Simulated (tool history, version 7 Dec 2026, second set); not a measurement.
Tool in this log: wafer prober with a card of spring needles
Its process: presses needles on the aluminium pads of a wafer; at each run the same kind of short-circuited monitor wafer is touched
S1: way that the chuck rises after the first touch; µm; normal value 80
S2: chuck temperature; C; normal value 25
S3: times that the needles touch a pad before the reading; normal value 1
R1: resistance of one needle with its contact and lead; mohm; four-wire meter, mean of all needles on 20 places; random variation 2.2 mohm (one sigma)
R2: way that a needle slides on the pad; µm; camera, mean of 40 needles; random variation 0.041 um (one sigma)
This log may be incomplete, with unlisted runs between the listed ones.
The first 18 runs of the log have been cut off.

{"hour": 914.1, "done": "tips cleaned on abrasive film"}
{"run": 19, "hour": 951.0, "S1": 89, "S2": 33, "S3": 2, "R1": 252, "R2": 15.43}
{"hour": 957.5, "done": "tips cleaned on abrasive film"}
{"run": 20, "hour": 995.0, "S1": 100, "S2": 64, "S3": 1, "R1": 255, "R2": 17.34}
{"hour": 1000.0, "done": "tips cleaned on abrasive film"}
{"run": 21, "hour": 1026.4, "S1": 82, "S2": 64, "S3": 2, "R1": 259, "R2": 14.22}
{"hour": 1041.8, "done": "tips cleaned on abrasive film"}
{"run": 22, "hour": 1070.6, "S1": 82, "S2": 64, "S3": 2, "R1": 260, "R2": 14.27}
{"hour": 1081.4, "done": "tips cleaned on abrasive film"}
{"hour": 1125.1, "done": "tips cleaned on abrasive film"}
{"run": 23, "hour": 1127.8, "S1": 82, "S2": 64, "S3": 2, "R1": 255, "R2": 14.21}
{"hour": 1166.1, "done": "tips cleaned on abrasive film"}
{"run": 24, "hour": 1177.1, "S1": 97, "S2": 70, "S3": 2, "R1": 261, "R2": 16.79}
{"hour": 1205.1, "done": "tips cleaned on abrasive film"}
{"run": 25, "hour": 1220.8, "S1": 97, "S2": 70, "S3": 2, "R1": 257, "R2": 16.81}
{"hour": 1246.2, "done": "tips cleaned on abrasive film"}
{"run": 26, "hour": 1271.9, "S1": 61, "S2": 25, "S3": 2, "R1": 253, "R2": 10.57}
{"hour": 1290.0, "done": "tips cleaned on abrasive film"}
{"hour": 1331.9, "done": "tips cleaned on abrasive film"}
{"run": 27, "hour": 1338.8, "S1": 70, "S2": 110, "S3": 1, "R1": 273, "R2": 12.22}
{"hour": 1374.0, "done": "tips cleaned on abrasive film"}
{"run": 28, "hour": 1410.4, "S1": 80, "S2": 25, "S3": 3, "R1": 246, "R2": 13.85}
{"hour": 1416.7, "done": "tips cleaned on abrasive film"}
{"run": 29, "hour": 1450.3, "S1": 94, "S2": 43, "S3": 2, "R1": 251, "R2": 16.32}
{"hour": 1456.3, "done": "tips cleaned on abrasive film"}
{"hour": 1497.2, "done": "tips cleaned on abrasive film"}
{"run": 30, "hour": 1517.6, "S1": 80, "S2": 31, "S3": 1, "R1": 248, "R2": 13.96}
{"hour": 1537.6, "done": "tips cleaned on abrasive film"}
{"run": 31, "hour": 1554.0, "S1": 80, "S2": 25, "S3": 3, "R1": 243, "R2": 14.01}

Alternative continuations, all from the tool just after run 31; predict every row:
{"hour": 1577.5, "done": "tips cleaned on abrasive film"}
{"hour": 1617.1, "done": "tips cleaned on abrasive film"}
{"run": "A", "hour": 1621.6, "S1": 80, "S2": 40, "S3": 2, "R1": "?", "R2": "?"}
{"hour": 1577.5, "done": "tips cleaned on abrasive film"}
{"hour": 1617.1, "done": "tips cleaned on abrasive film"}
{"run": "B", "hour": 1621.6, "S1": 75, "S2": 32, "S3": 1, "R1": "?", "R2": "?"}
{"hour": 1577.5, "done": "tips cleaned on abrasive film"}
{"hour": 1617.1, "done": "tips cleaned on abrasive film"}
{"run": "C", "hour": 1621.6, "S1": 80, "S2": 78, "S3": 1, "R1": "?", "R2": "?"}
{"hour": 1577.5, "done": "tips cleaned on abrasive film"}
{"hour": 1617.1, "done": "tips cleaned on abrasive film"}
{"run": "D", "hour": 1621.6, "S1": 79, "S2": 25, "S3": 3, "R1": "?", "R2": "?"}

run=A R1=251 R2=13.91
run=B R1=245 R2=13.1
run=C R1=260 R2=14.02
run=D R1=243 R2=13.75
The same runs, with their run-to-run variation unchanged, on a tool lacking any hidden condition would have given:
run=A R1=251 R2=13.57
run=B R1=245 R2=12.78
run=C R1=260 R2=13.68
run=D R1=243 R2=13.42

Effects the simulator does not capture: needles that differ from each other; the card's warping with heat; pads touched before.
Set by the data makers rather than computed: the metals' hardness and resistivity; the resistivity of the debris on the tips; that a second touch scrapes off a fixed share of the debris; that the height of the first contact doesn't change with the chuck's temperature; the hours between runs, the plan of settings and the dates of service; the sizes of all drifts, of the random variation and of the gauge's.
